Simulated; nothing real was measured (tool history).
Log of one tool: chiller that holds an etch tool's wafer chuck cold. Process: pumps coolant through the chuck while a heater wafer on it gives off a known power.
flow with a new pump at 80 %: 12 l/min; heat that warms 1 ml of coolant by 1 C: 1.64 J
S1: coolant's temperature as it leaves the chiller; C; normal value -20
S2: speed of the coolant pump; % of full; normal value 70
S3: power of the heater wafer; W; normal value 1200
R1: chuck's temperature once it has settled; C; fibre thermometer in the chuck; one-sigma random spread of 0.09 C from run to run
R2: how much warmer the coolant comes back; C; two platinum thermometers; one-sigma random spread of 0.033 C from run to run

| run | day | S1 | S2 | S3 | R1 | R2 |
|---|---|---|---|---|---|---|
| 1 | 0.000 | -20 | 70 | 1200 | -10.59 | 4.17 |
| 2 | 1.850 | -20 | 96 | 1200 | -12.15 | 3.09 |
| 3 | 4.612 | -20 | 96 | 1200 | -12.05 | 3.15 |
| 4 | 6.150 | -20 | 96 | 1200 | -12.08 | 3.07 |
| 5 | 7.404 | -20 | 96 | 1200 | -12.30 | 3.06 |
| 6 | 8.671 | -20 | 96 | 1200 | -12.10 | 3.09 |
| 7 | 10.275 | -20 | 96 | 1200 | -12.20 | 3.14 |
| 8 | 11.425 | -20 | 96 | 1200 | -12.16 | 3.07 |
| 9 | 13.312 | -20 | 70 | 1200 | -10.38 | 4.27 |
| 10 | 15.221 | -20 | 63 | 1200 | -9.63 | 4.77 |
| 11 | 17.300 | -15 | 70 | 1200 | -5.58 | 4.31 |
| 12 | 18.725 | -20 | 70 | 693 | -14.64 | 2.51 |
| 13 | 20.071 | -21 | 70 | 1794 | -6.40 | 6.41 |
| 14 | 22.167 | -21 | 70 | 1794 | -6.52 | 6.48 |
| 15 | 24.250 | -21 | 70 | 1794 | -6.65 | 6.46 |
| 16 | 26.125 | -17 | 91 | 1794 | -4.57 | 4.94 |
| 17 | 28.233 | -27 | 67 | 1794 | -12.01 | 6.73 |

Consider 4 possible next runs. They are alternatives, not a sequence: every one starts from the tool as it was left by run 17. What does each give?
| A | 30.996 | -28 | 87 | 1200 | ? | ? |
| B | 30.996 | -20 | 61 | 1200 | ? | ? |
| C | 30.996 | -14 | 67 | 846 | ? | ? |
| D | 30.996 | -21 | 82 | 976 | ? | ? |

| run | R1 | R2 |
|---|---|---|
| A | -19.61 | 3.45 |
| B | -9.54 | 4.95 |
| C | -7.32 | 3.17 |
| D | -14.02 | 2.99 |
With the hidden condition removed and each run's random variation left untouched, the same runs would have given:
| run | R1 | R2 |
|---|---|---|
| A | -19.73 | 3.34 |
| B | -9.78 | 4.79 |
| C | -7.31 | 3.07 |
| D | -14.03 | 2.90 |
